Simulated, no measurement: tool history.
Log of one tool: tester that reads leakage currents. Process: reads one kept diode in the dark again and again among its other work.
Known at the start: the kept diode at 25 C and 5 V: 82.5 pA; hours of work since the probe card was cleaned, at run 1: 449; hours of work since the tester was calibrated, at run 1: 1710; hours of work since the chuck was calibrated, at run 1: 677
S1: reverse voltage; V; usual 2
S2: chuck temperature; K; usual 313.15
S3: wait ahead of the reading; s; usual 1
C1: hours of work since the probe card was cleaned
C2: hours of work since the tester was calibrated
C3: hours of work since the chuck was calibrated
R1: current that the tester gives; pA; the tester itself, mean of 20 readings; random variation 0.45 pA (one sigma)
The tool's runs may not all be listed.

run    hour     S1      S2    S3    C1    C2   C3       R1
  1       0      2  313.15     1   449  1710  677   140.89
  2     188      2  313.15     1   595  1856  823   139.63
      303.6  -- chuck's temperature calibrated
  3   303.6      2  313.15     1   684  1944    0   132.22
  4   397.2      2  313.15  2.95   756  2017   73   130.13
  5   539.8      2  294.15     1   867  2128  183    34.71
  6   623.7      2  294.15     1   932  2193  249    34.59
  7   798.5      2  294.15     1  1068  2329  384    34.15
  8   974.8      2  313.15     1  1205  2466  521   125.27
  9    1053      2  313.15     1  1266  2526  582   125.67
 10  1220.9      2  313.15     1  1396  2657  712   124.15
 11    1385      2  313.15     1  1523  2784  840   122.73
     1432.4  -- chuck's temperature calibrated, once more
 12  1520.1      2  313.15     1  1627  2888   68   156.66
     1568.6  -- tester calibrated
 13  1668.8   1.01  313.15     1  1741    78  182   107.06
 14  1847.2      2  328.15     1  1879   216  321   382.11
 15  1937.2  13.58  328.15     1  1949   286  391  1013.91
     1977.6  -- probe card cleaned and baked
 16  2071.9   6.08  313.15     1    73   389  493   250.37
 17  2229.8      2  319.15     1   196   511  615    209.4
 18  2390.6      2  313.15   1.1   321   636  740   140.21
 19  2542.6      2  313.15   1.1   439   754  858   138.05
     2614.8  -- chuck's temperature calibrated
 20  2708.1   4.69  310.15     1   566   881   72   192.44
 21    2893   1.01  310.15  4.61   709  1025  216    86.19
 22  3007.4   1.79  307.15  3.61   798  1114  305    93.47
 23  3174.4   1.79  304.15  3.61   928  1243  435    74.89
 24  3332.7   4.03  307.15  1.44  1051  1366  558   138.67
 25  3433.6   4.03  307.15  1.44  1129  1445  636   138.27
 26  3533.4   4.03  307.15  1.44  1207  1522  713   137.63
 27  3698.4   4.03  307.15  1.44  1335  1650  842   135.54
     3789.6  -- chuck's temperature calibrated
 28  3790.3      2  298.15     1  1405  1720    1    55.56
 29  3927.8   1.27  313.15  2.98  1511  1827  107   120.11
 30  4032.7   1.27  313.15  2.98  1593  1908  189    119.3
 31  4152.2   1.34  296.15  5.91  1686  2001  282    38.23
 32  4280.1   7.66  294.15  8.63  1785  2100  381    86.67
 33  4379.8   3.77  313.15  0.57  1862  2178  458   205.66
 34  4472.5   1.46  313.15     1  1934  2250  530   124.43
     4531.3  -- probe card cleaned and baked
 35  4627.8      2  317.15  1.27    75  2368  649    183.7
 36  4760.4   3.48  327.15     1   178  2471  752   453.82
 37  4847.4   3.48  327.15     1   246  2539  819   451.67
     4980.6  -- chuck's temperature calibrated
 38  4982.9   7.45  320.15  0.52   349  2642    2    467.8

Forecast each of these 5 alternatives for the next run:
  A  5113.7   5.77  327.15  0.32  451  2744  103   ?
  B  5113.7   9.82  310.15  5.06  451  2744  103   ?
  C  5113.7      2  319.15  0.73  451  2744  103   ?
  D  5113.7   6.43  310.15  0.38  451  2744  103   ?
  E  5113.7  12.08  302.15  3.72  451  2744  103   ?

run      R1
  A  627.38
  B   274.9
  C  223.17
  D  225.98
  E  177.89
Without the tool's hidden state the same runs would have given:
run      R1
  A  624.88
  B  271.42
  C  222.58
  D  223.71
  E  173.39
